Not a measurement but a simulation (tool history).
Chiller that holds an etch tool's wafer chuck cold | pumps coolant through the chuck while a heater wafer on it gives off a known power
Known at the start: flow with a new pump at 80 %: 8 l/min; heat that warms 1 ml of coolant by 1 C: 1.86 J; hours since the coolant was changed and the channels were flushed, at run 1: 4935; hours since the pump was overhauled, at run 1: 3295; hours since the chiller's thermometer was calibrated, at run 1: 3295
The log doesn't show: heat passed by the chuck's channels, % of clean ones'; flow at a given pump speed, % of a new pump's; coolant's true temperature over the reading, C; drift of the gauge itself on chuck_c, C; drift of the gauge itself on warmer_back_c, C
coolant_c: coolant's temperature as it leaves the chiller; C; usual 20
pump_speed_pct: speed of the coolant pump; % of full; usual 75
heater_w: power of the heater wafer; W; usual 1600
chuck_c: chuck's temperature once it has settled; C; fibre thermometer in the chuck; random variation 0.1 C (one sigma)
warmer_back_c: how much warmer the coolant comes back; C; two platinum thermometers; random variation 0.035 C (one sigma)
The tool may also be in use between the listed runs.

run,hour,coolant_c,pump_speed_pct,heater_w,hours since the coolant was changed and the channels were flushed,hours since the pump was overhauled,hours since the chiller's thermometer was calibrated,chuck_c,warmer_back_c
1,0.0,20,75,1600,4935,3295,3295,37.5,7.17
2,134.3,20,80,1600,5070,3430,3430,37.2,6.75
3,217.2,29,80,1600,5153,3513,3513,46.1,6.65
4,344.9,29,80,1600,5280,3640,3640,45.9,6.73
5,480.3,29,80,1600,5416,3776,3776,46.3,6.76
# hour 552.6: chiller's thermometer calibrated
6,632.3,20,68,1600,5567,3927,80,39.4,7.97
7,747.4,20,91,1600,5682,4042,195,35.4,5.89
8,825.2,20,91,1600,5760,4120,273,35.6,5.94
9,902.2,20,75,1600,5837,4197,350,38.2,7.25
10,1069.2,20,75,1600,6004,4364,517,38.2,7.21
11,1165.1,20,75,1600,6100,4460,613,38.2,7.25
12,1340.8,20,75,1600,6275,4635,788,38.5,7.20
# hour 1364.6: chiller's thermometer calibrated, once more
13,1432.1,20,75,1600,6366,4725,68,38.9,7.24
14,1565.5,20,75,1600,6499,4859,201,38.9,7.21
15,1636.0,20,75,1600,6569,4929,271,39.3,7.26
16,1722.1,20,64,1600,6656,5015,358,41.6,8.53
17,1817.8,20,64,1600,6751,5111,453,41.8,8.62
18,1952.8,14,76,1606,6886,5246,588,33.3,7.25
19,2104.4,15,94,1606,7038,5398,740,31.3,5.78
20,2252.7,20,73,1600,7186,5546,888,40.0,7.47
21,2398.3,14,65,1600,7332,5692,1034,36.0,8.49
22,2490.7,14,65,1600,7424,5784,1126,35.8,8.42

Forecast run 23:
23,2617.0,14,65,1600,7550,5910,1252,?,?

chuck_c: 35.8 C
warmer_back_c: 8.49 C
Without the tool's hidden state the same run would have given chuck_c 31.4 C, warmer_back_c 7.98 C.
